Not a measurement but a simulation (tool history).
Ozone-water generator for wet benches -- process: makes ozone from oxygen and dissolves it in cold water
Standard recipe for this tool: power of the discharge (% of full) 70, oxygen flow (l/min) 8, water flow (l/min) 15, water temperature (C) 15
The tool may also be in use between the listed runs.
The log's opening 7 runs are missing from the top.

| run | hour | power of the discharge (% of full) | oxygen flow (l/min) | water flow (l/min) | water temperature (C) | hours of work since the electrodes were changed | hours of work since the contactor was cleaned | hours of work since the thermometer was calibrated | dissolved ozone (ppm) | ozone in the gas ahead of the water (g/m3) |
|---|---|---|---|---|---|---|---|---|---|---|
| 8 | 314.6 | 70 | 8 | 15 | 15 | 2287 | 9017 | 1449 | 41.8 | 236.1 |
| 9 | 348.1 | 70 | 8 | 15 | 15 | 2316 | 9046 | 1478 | 42.1 | 233.9 |
| 10 | 379.7 | 70 | 8 | 15 | 15 | 2343 | 9073 | 1505 | 42.3 | 232.9 |
| 11 | 411.4 | 70 | 8 | 15 | 15 | 2371 | 9101 | 1533 | 41.8 | 233.8 |
| 12 | 437.1 | 70 | 8 | 15 | 15 | 2393 | 9123 | 1555 | 42.3 | 235.4 |
| 13 | 484.2 | 70 | 8 | 15 | 15 | 2434 | 9164 | 1596 | 41.9 | 235.5 |
| 14 | 511.1 | 70 | 8 | 15 | 15 | 2457 | 9188 | 1620 | 42.3 | 232.6 |
|  | 534.9 | gauge calibrated |
|  | 563.6 | contactor cleaned |
| 15 | 563.6 | 70 | 8 | 15 | 15 | 2500 | 0 | 1662 | 42.2 | 238.4 |
| 16 | 612.8 | 70 | 6.37 | 15 | 15 | 2542 | 43 | 1704 | 43.9 | 272.3 |
| 17 | 659.7 | 70 | 6.37 | 15 | 15 | 2583 | 84 | 1745 | 44 | 271.2 |
| 18 | 708.9 | 90 | 12.08 | 15 | 15 | 2626 | 126 | 1788 | 45.7 | 222.5 |
| 19 | 757.8 | 90 | 12.08 | 15 | 15 | 2668 | 169 | 1830 | 45.6 | 219.6 |
| 20 | 785.7 | 45 | 4.69 | 10 | 13 | 2693 | 193 | 1855 | 43.8 | 235.2 |
| 21 | 841.4 | 60 | 4.38 | 15 | 9 | 2741 | 241 | 1903 | 44 | 301.8 |
| 22 | 898.5 | 60 | 4.38 | 15 | 9 | 2791 | 291 | 1953 | 43.9 | 300.6 |
| 23 | 947.9 | 70 | 11.81 | 15 | 14 | 2833 | 334 | 1996 | 38.9 | 184.4 |
| 24 | 983.5 | 70 | 8 | 15 | 12 | 2864 | 365 | 2027 | 44.2 | 233.6 |
|  | 999.5 | gauge calibrated |
| 25 | 1014.9 | 41 | 8 | 19 | 15 | 2892 | 392 | 2054 | 24.5 | 158.6 |
| 26 | 1062.6 | 41 | 6.41 | 23 | 9 | 2933 | 434 | 2095 | 23.9 | 181.5 |
| 27 | 1112.6 | 70 | 9.1 | 11 | 11 | 2977 | 477 | 2139 | 51.5 | 220.7 |
| 28 | 1140.2 | 80 | 12.87 | 11 | 22 | 3001 | 501 | 2163 | 38.8 | 195.4 |
| 29 | 1165.8 | 76 | 5.46 | 20 | 21 | 3023 | 523 | 2185 | 36.1 | 321.3 |
| 30 | 1204.7 | 55 | 8 | 15 | 21 | 3057 | 557 | 2219 | 31.2 | 198.6 |
| 31 | 1260.9 | 55 | 8 | 15 | 21 | 3106 | 606 | 2268 | 31.3 | 197.5 |

3 options for the next run, each taken on its own from the tool as it stands now. Forecast them:
| A | 1307.3 | 70 | 6.05 | 15 | 19 | 3146 | 646 | 2308 | ? | ? |
| B | 1307.3 | 70 | 8 | 17 | 9 | 3146 | 646 | 2308 | ? | ? |
| C | 1307.3 | 70 | 8.93 | 15 | 9 | 3146 | 646 | 2308 | ? | ? |

| run | dissolved ozone (ppm) | ozone in the gas ahead of the water (g/m3) |
|---|---|---|
| A | 41.6 | 276.9 |
| B | 43.3 | 236.7 |
| C | 46.2 | 219.8 |
Had the tool no hidden state, the same runs would have come out as:
| run | dissolved ozone (ppm) | ozone in the gas ahead of the water (g/m3) |
|---|---|---|
| A | 41.7 | 281.7 |
| B | 43.3 | 240.8 |
| C | 46.2 | 223.6 |

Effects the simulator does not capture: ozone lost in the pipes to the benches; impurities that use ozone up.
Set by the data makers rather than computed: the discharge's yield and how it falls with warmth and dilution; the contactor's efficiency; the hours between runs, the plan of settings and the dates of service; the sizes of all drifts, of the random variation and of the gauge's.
